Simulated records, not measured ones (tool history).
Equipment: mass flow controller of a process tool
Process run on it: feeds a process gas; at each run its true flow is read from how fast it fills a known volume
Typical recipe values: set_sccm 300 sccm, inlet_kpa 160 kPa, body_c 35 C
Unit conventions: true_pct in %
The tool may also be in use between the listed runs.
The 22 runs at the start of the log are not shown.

Run 23, hour 3416.1: usual settings but set_sccm 888 sccm, inlet_kpa 195 kPa, body_c 32 C. Result: true_pct 99.26 %.
Run 24, hour 3581.0: usual settings but set_sccm 888 sccm, inlet_kpa 195 kPa, body_c 32 C. Result: true_pct 99.42 %.
Run 25, hour 3709.6: usual settings but set_sccm 172 sccm, body_c 26 C. Result: true_pct 97.27 %.
Run 26, hour 3867.7: usual settings but set_sccm 323 sccm, body_c 26 C. Result: true_pct 97.83 %.
Run 27, hour 4020.2: usual settings but set_sccm 520 sccm, inlet_kpa 172 kPa, body_c 25 C. Result: true_pct 98.60 %.
Run 28, hour 4205.3: usual settings but set_sccm 162 sccm, inlet_kpa 162 kPa, body_c 33 C. Result: true_pct 97.13 %.
Run 29, hour 4315.3: usual settings but set_sccm 415 sccm, inlet_kpa 142 kPa, body_c 27 C. Result: true_pct 98.15 %.
Run 30, hour 4519.2: usual settings but set_sccm 356 sccm, body_c 30 C. Result: true_pct 97.79 %.
Run 31, hour 4674.2: usual settings but set_sccm 444 sccm, body_c 30 C. Result: true_pct 98.14 %.
Run 32, hour 4872.6: usual settings but set_sccm 496 sccm, inlet_kpa 148 kPa, body_c 28 C. Result: true_pct 98.44 %.
Run 33, hour 5078.7: usual settings but set_sccm 390 sccm, inlet_kpa 188 kPa. Result: true_pct 97.74 %.

Forecast each of these 3 alternatives for the next run:
Run A, hour 5283.8: usual settings but set_sccm 118 sccm, inlet_kpa 193 kPa, body_c 33 C. Result: true_pct ?.
Run B, hour 5283.8: usual settings but body_c 37 C. Result: true_pct ?.
Run C, hour 5283.8: usual settings but set_sccm 981 sccm, body_c 24 C. Result: true_pct ?.

run  true_pct
  A     96.99
  B     97.35
  C    100.02
With the hidden condition removed and each run's random variation left untouched, the same runs would have given:
run  true_pct
  A     96.94
  B     97.33
  C    100.01
